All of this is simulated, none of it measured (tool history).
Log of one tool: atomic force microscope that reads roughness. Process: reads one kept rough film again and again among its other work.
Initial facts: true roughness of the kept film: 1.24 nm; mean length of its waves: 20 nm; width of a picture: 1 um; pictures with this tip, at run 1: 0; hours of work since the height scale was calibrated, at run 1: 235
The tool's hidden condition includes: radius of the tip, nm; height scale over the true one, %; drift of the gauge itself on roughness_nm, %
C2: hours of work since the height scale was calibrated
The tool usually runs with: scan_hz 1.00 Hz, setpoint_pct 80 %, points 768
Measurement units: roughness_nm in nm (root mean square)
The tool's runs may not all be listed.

run 1 day=0.000 | scan_hz=1.00 setpoint_pct=80 points=768 | pictures_with_this_tip=0 C2=235 | roughness_nm=1.057
run 2 day=0.317 | scan_hz=1.00 setpoint_pct=80 points=768 | pictures_with_this_tip=12 C2=241 | roughness_nm=1.045
run 3 day=0.767 | scan_hz=1.00 setpoint_pct=80 points=768 | pictures_with_this_tip=29 C2=249 | roughness_nm=1.036
run 4 day=1.158 | scan_hz=1.00 setpoint_pct=80 points=602 | pictures_with_this_tip=43 C2=255 | roughness_nm=1.019
run 5 day=1.412 | scan_hz=1.00 setpoint_pct=80 points=602 | pictures_with_this_tip=53 C2=260 | roughness_nm=1.016
run 6 day=1.692 | scan_hz=1.00 setpoint_pct=80 points=602 | pictures_with_this_tip=63 C2=265 | roughness_nm=1.015
run 7 day=1.946 | scan_hz=1.00 setpoint_pct=80 points=768 | pictures_with_this_tip=73 C2=269 | roughness_nm=1.011
run 8 day=2.321 | scan_hz=1.00 setpoint_pct=80 points=768 | pictures_with_this_tip=87 C2=276 | roughness_nm=1.001
run 9 day=2.779 | scan_hz=1.00 setpoint_pct=80 points=768 | pictures_with_this_tip=104 C2=284 | roughness_nm=0.989
run 10 day=3.183 | scan_hz=3.09 setpoint_pct=80 points=768 | pictures_with_this_tip=119 C2=291 | roughness_nm=0.841
run 11 day=3.600 | scan_hz=3.09 setpoint_pct=80 points=768 | pictures_with_this_tip=135 C2=298 | roughness_nm=0.840
run 12 day=3.996 | scan_hz=1.00 setpoint_pct=80 points=768 | pictures_with_this_tip=150 C2=305 | roughness_nm=0.950
-- day=4.179 new tip fitted
run 13 day=4.292 | scan_hz=1.00 setpoint_pct=79 points=768 | pictures_with_this_tip=4 C2=310 | roughness_nm=1.055
run 14 day=4.558 | scan_hz=1.00 setpoint_pct=80 points=768 | pictures_with_this_tip=14 C2=314 | roughness_nm=1.045
run 15 day=4.892 | scan_hz=1.00 setpoint_pct=80 points=768 | pictures_with_this_tip=26 C2=320 | roughness_nm=1.046
run 16 day=5.117 | scan_hz=1.00 setpoint_pct=80 points=768 | pictures_with_this_tip=35 C2=324 | roughness_nm=1.035
run 17 day=5.500 | scan_hz=1.00 setpoint_pct=80 points=768 | pictures_with_this_tip=49 C2=331 | roughness_nm=1.026
run 18 day=5.933 | scan_hz=1.00 setpoint_pct=80 points=768 | pictures_with_this_tip=66 C2=338 | roughness_nm=1.007
run 19 day=6.246 | scan_hz=1.00 setpoint_pct=80 points=768 | pictures_with_this_tip=77 C2=344 | roughness_nm=1.006
run 20 day=6.500 | scan_hz=1.00 setpoint_pct=80 points=768 | pictures_with_this_tip=87 C2=348 | roughness_nm=0.999
run 21 day=6.858 | scan_hz=0.71 setpoint_pct=67 points=264 | pictures_with_this_tip=100 C2=354 | roughness_nm=1.015
run 22 day=7.317 | scan_hz=1.18 setpoint_pct=81 points=768 | pictures_with_this_tip=117 C2=362 | roughness_nm=0.964
run 23 day=7.792 | scan_hz=0.54 setpoint_pct=80 points=487 | pictures_with_this_tip=135 C2=371 | roughness_nm=0.986
run 24 day=8.096 | scan_hz=1.00 setpoint_pct=80 points=992 | pictures_with_this_tip=147 C2=376 | roughness_nm=0.963
-- day=8.358 new tip fitted
run 25 day=8.558 | scan_hz=1.17 setpoint_pct=80 points=768 | pictures_with_this_tip=7 C2=384 | roughness_nm=1.032
run 26 day=8.779 | scan_hz=3.78 setpoint_pct=65 points=991 | pictures_with_this_tip=15 C2=387 | roughness_nm=0.998
run 27 day=9.025 | scan_hz=3.78 setpoint_pct=65 points=991 | pictures_with_this_tip=25 C2=392 | roughness_nm=0.991
run 28 day=9.233 | scan_hz=3.78 setpoint_pct=65 points=991 | pictures_with_this_tip=33 C2=395 | roughness_nm=0.984
run 29 day=9.554 | scan_hz=0.83 setpoint_pct=62 points=261 | pictures_with_this_tip=44 C2=401 | roughness_nm=1.051
run 30 day=9.825 | scan_hz=0.55 setpoint_pct=60 points=285 | pictures_with_this_tip=55 C2=406 | roughness_nm=1.053
run 31 day=10.112 | scan_hz=1.00 setpoint_pct=60 points=768 | pictures_with_this_tip=66 C2=411 | roughness_nm=1.067
run 32 day=10.521 | scan_hz=3.34 setpoint_pct=58 points=425 | pictures_with_this_tip=81 C2=418 | roughness_nm=0.999
run 33 day=10.992 | scan_hz=3.34 setpoint_pct=58 points=425 | pictures_with_this_tip=98 C2=426 | roughness_nm=0.987
run 34 day=11.442 | scan_hz=1.64 setpoint_pct=63 points=977 | pictures_with_this_tip=115 C2=434 | roughness_nm=0.996
run 35 day=11.712 | scan_hz=1.64 setpoint_pct=55 points=297 | pictures_with_this_tip=126 C2=439 | roughness_nm=0.992
run 36 day=12.121 | scan_hz=1.64 setpoint_pct=55 points=297 | pictures_with_this_tip=141 C2=446 | roughness_nm=0.985
run 37 day=12.492 | scan_hz=1.03 setpoint_pct=61 points=768 | pictures_with_this_tip=155 C2=452 | roughness_nm=1.003
-- day=12.542 new tip fitted
run 38 day=12.725 | scan_hz=1.03 setpoint_pct=61 points=768 | pictures_with_this_tip=7 C2=456 | roughness_nm=1.108
run 39 day=12.925 | scan_hz=1.03 setpoint_pct=61 points=768 | pictures_with_this_tip=14 C2=459 | roughness_nm=1.095
run 40 day=13.342 | scan_hz=1.03 setpoint_pct=55 points=599 | pictures_with_this_tip=30 C2=466 | roughness_nm=1.093

Some steps in roughness_nm, run to run, broken into two amounts with sign: the step expected even without the hidden condition (settings, incoming material, random variation), and the rest, left for the hidden condition together with whatever gauge scatter is not in both the measured and the hidden-condition-free result:
Run 9 -> 10: scan_hz 1.00 -> 3.09. roughness_nm -0.148 nm (root mean square): hidden state +0.001, all else -0.149.
Run 11 -> 12: scan_hz 3.09 -> 1.00. roughness_nm +0.110 nm (root mean square): hidden state -0.019, all else +0.129.
Run 12 -> 13: setpoint_pct 80 -> 79, new tip fitted. roughness_nm +0.105 nm (root mean square): hidden state +0.093, all else +0.012.
Run 24 -> 25: scan_hz 1.00 -> 1.17, points 992 -> 768, new tip fitted. roughness_nm +0.069 nm (root mean square): hidden state +0.087, all else -0.018.
Run 37 -> 38: new tip fitted. roughness_nm +0.105 nm (root mean square): hidden state +0.096, all else +0.009.

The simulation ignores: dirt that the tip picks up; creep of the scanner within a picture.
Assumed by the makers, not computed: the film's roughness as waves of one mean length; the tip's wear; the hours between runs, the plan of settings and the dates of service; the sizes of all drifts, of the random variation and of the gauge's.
